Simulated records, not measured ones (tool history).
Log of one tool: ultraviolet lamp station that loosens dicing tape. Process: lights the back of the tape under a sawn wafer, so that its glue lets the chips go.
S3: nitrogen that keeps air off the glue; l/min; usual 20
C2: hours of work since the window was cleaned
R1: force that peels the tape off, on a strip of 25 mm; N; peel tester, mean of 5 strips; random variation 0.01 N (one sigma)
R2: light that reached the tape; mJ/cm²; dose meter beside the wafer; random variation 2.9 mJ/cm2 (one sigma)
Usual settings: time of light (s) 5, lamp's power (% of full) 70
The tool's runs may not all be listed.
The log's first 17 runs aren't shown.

Run 18, hour 1167.4: usual settings; hours of work of the lamp 1316; C2 111. Result: R1 0.432 N, R2 431 mJ/cm².
Run 19, hour 1213.9: usual settings; hours of work of the lamp 1351; C2 146. Result: R1 0.440 N, R2 425 mJ/cm².
Run 20, hour 1263.0: usual settings; hours of work of the lamp 1388; C2 182. Result: R1 0.458 N, R2 431 mJ/cm².
Run 21, hour 1353.9: usual settings; hours of work of the lamp 1456; C2 251. Result: R1 0.462 N, R2 424 mJ/cm².
Run 22, hour 1395.6: usual settings; hours of work of the lamp 1488; C2 282. Result: R1 0.434 N, R2 423 mJ/cm².
At hour 1459.9: window cleaned of glue's vapour.
Run 23, hour 1480.7: usual settings; hours of work of the lamp 1551; C2 16. Result: R1 0.451 N, R2 427 mJ/cm².
Run 24, hour 1549.1: usual settings but S3 14 l/min; hours of work of the lamp 1603; C2 67. Result: R1 0.589 N, R2 427 mJ/cm².
Run 25, hour 1620.9: usual settings but S3 6 l/min; hours of work of the lamp 1657; C2 121. Result: R1 1.026 N, R2 424 mJ/cm².
At hour 1668.6: lamp changed.
Run 26, hour 1707.3: usual settings but time of light (s) 2, S3 9 l/min; hours of work of the lamp 29; C2 185. Result: R1 2.447 N, R2 169 mJ/cm².
Run 27, hour 1750.2: usual settings but time of light (s) 3, lamp's power (% of full) 65, S3 32 l/min; hours of work of the lamp 61; C2 217. Result: R1 0.959 N, R2 238 mJ/cm².
Run 28, hour 1834.9: usual settings but time of light (s) 3, lamp's power (% of full) 93, S3 34 l/min; hours of work of the lamp 125; C2 281. Result: R1 0.482 N, R2 338 mJ/cm².
Run 29, hour 1887.8: usual settings but time of light (s) 4, lamp's power (% of full) 84, S3 10 l/min; hours of work of the lamp 165; C2 321. Result: R1 0.770 N, R2 406 mJ/cm².
At hour 1896.9: window cleaned of glue's vapour.
Run 30, hour 1961.8: usual settings but time of light (s) 4, lamp's power (% of full) 84, S3 10 l/min; hours of work of the lamp 220; C2 49. Result: R1 0.795 N, R2 407 mJ/cm².
Run 31, hour 2040.6: usual settings but time of light (s) 3, lamp's power (% of full) 83, S3 9 l/min; hours of work of the lamp 279; C2 108. Result: R1 1.321 N, R2 301 mJ/cm².
Run 32, hour 2097.9: usual settings but S3 19 l/min; hours of work of the lamp 322; C2 151. Result: R1 0.460 N, R2 430 mJ/cm².
Run 33, hour 2146.9: usual settings but time of light (s) 3, lamp's power (% of full) 73, S3 16 l/min; hours of work of the lamp 359; C2 188. Result: R1 1.158 N, R2 266 mJ/cm².
Run 34, hour 2223.7: usual settings but S3 23 l/min; hours of work of the lamp 417; C2 246. Result: R1 0.400 N, R2 420 mJ/cm².
Run 35, hour 2288.3: usual settings but S3 23 l/min; hours of work of the lamp 466; C2 294. Result: R1 0.406 N, R2 422 mJ/cm².
At hour 2330.9: window cleaned of glue's vapour.
Run 36, hour 2376.3: usual settings but lamp's power (% of full) 75, S3 30 l/min; hours of work of the lamp 531; C2 34. Result: R1 0.308 N, R2 457 mJ/cm².
Run 37, hour 2425.1: usual settings but lamp's power (% of full) 75, S3 30 l/min; hours of work of the lamp 568; C2 71. Result: R1 0.303 N, R2 458 mJ/cm².
Run 38, hour 2502.5: usual settings but time of light (s) 8, lamp's power (% of full) 88, S3 19 l/min; hours of work of the lamp 626; C2 129. Result: R1 0.199 N, R2 855 mJ/cm².
Run 39, hour 2552.2: usual settings but time of light (s) 2, lamp's power (% of full) 75, S3 16 l/min; hours of work of the lamp 664; C2 166. Result: R1 1.927 N, R2 182 mJ/cm².
Run 40, hour 2638.7: usual settings but time of light (s) 7, lamp's power (% of full) 61, S3 26 l/min; hours of work of the lamp 729; C2 231. Result: R1 0.267 N, R2 521 mJ/cm².
Run 41, hour 2696.5: usual settings but time of light (s) 6; hours of work of the lamp 772; C2 275. Result: R1 0.336 N, R2 515 mJ/cm².
At hour 2764.8: window cleaned of glue's vapour.
Run 42, hour 2764.8: usual settings but time of light (s) 10, lamp's power (% of full) 97, S3 25 l/min; hours of work of the lamp 823; C2 0. Result: R1 0.180 N, R2 1175 mJ/cm².

Forecast each of these 3 alternatives for the next run:
Run A, hour 2833.4: usual settings but lamp's power (% of full) 97; hours of work of the lamp 875; C2 52. Result: R1 ?, R2 ?.
Run B, hour 2833.4: usual settings but time of light (s) 3, lamp's power (% of full) 100, S3 25 l/min; hours of work of the lamp 875; C2 52. Result: R1 ?, R2 ?.
Run C, hour 2833.4: usual settings but time of light (s) 10, lamp's power (% of full) 63, S3 32 l/min; hours of work of the lamp 875; C2 52. Result: R1 ?, R2 ?.

run     R1   R2
  A  0.256  590
  B  0.513  363
  C  0.192  760
Without the tool's hidden state the same runs would have given:
run     R1   R2
  A  0.255  591
  B  0.511  364
  C  0.192  762
